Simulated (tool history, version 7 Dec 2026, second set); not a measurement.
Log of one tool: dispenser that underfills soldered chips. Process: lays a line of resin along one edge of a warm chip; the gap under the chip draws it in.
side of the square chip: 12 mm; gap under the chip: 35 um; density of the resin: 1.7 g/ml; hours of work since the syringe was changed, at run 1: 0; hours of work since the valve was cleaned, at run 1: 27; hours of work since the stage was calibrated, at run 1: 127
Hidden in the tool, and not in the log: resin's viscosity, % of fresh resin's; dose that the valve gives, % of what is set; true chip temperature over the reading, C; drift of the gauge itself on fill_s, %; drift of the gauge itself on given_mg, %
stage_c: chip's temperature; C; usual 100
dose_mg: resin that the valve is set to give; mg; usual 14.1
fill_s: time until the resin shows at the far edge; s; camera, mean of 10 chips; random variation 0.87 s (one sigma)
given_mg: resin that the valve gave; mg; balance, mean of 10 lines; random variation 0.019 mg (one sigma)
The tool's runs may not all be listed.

run,hour,stage_c,dose_mg,hours of work since the syringe was changed,hours of work since the valve was cleaned,hours of work since the stage was calibrated,fill_s,given_mg
1,0.0,100,14.1,0,27,127,79.5,13.96
2,5.9,100,13.8,4,32,131,112.2,13.60
# hour 10.3: new syringe of resin
3,10.7,100,13.8,0,35,135,82.5,13.64
4,13.1,100,13.8,2,37,136,92.6,13.63
5,18.1,100,13.8,6,41,140,126.6,13.57
# hour 20.4: new syringe of resin
# hour 25.2: dispensing valve cleaned and set on the balance
6,25.2,86,13.8,3,0,145,147.2,13.85
7,28.9,86,13.8,6,3,147,178.8,13.85
# hour 31.5: new syringe of resin
8,34.4,86,13.8,2,7,151,140.4,13.80
9,37.3,86,13.8,4,9,153,166.1,13.80
# hour 41.4: new syringe of resin
10,41.4,100,17.3,0,12,156,76.8,17.27
11,44.1,100,17.3,2,14,158,90.6,17.26
12,49.4,100,14.1,6,18,162,123.8,14.02
# hour 51.4: new syringe of resin
13,55.3,100,14.1,3,22,166,99.8,14.03
14,58.7,100,14.1,5,24,169,118.4,14.01
# hour 61.5: new syringe of resin
15,63.5,100,14.1,1,28,172,86.5,14.02
16,66.1,100,14.4,3,30,174,102.1,14.31
17,70.6,115,15.2,7,33,178,88.2,15.08
# hour 71.5: new syringe of resin
18,76.6,100,12.3,4,37,182,109.4,12.21
# hour 81.8: new syringe of resin
19,82.6,101,13.3,1,42,186,81.7,13.17
# hour 87.6: dispensing valve cleaned and set on the balance
20,89.2,114,17.8,5,1,191,77.8,17.87
# hour 92.7: new syringe of resin
21,95.1,114,17.8,2,5,195,61.5,17.81
22,101.0,88,12.1,6,10,199,178.0,12.08
# hour 102.9: new syringe of resin
23,106.4,88,12.1,3,14,203,135.1,12.08
24,111.2,100,18.1,6,17,207,123.2,18.09
# hour 112.8: new syringe of resin
25,117.1,86,13.4,3,21,211,147.8,13.36
26,119.6,109,14.1,5,23,213,89.5,14.06
# hour 123.0: new syringe of resin
27,123.0,107,12.0,0,26,215,66.3,11.95
28,127.2,107,12.4,3,29,218,83.1,12.34
29,129.7,91,15.0,5,31,220,141.8,14.92

4 ways to go on from here, each from the tool as it stands after run 29. What would each give?
# hour 133.0: new syringe of resin
A,135.8,107,18.2,2,35,224,?,?
# hour 133.0: new syringe of resin
B,135.8,100,16.2,2,35,224,?,?
# hour 133.0: new syringe of resin
C,135.8,111,14.1,2,35,224,?,?
# hour 133.0: new syringe of resin
D,135.8,111,15.3,2,35,224,?,?

run,fill_s,given_mg
A,73.1,18.06
B,89.7,16.07
C,66.8,13.97
D,67.3,15.17
Without the tool's hidden state the same runs would have given:
run,fill_s,given_mg
A,66.5,18.20
B,81.8,16.19
C,60.6,14.08
D,61.2,15.29
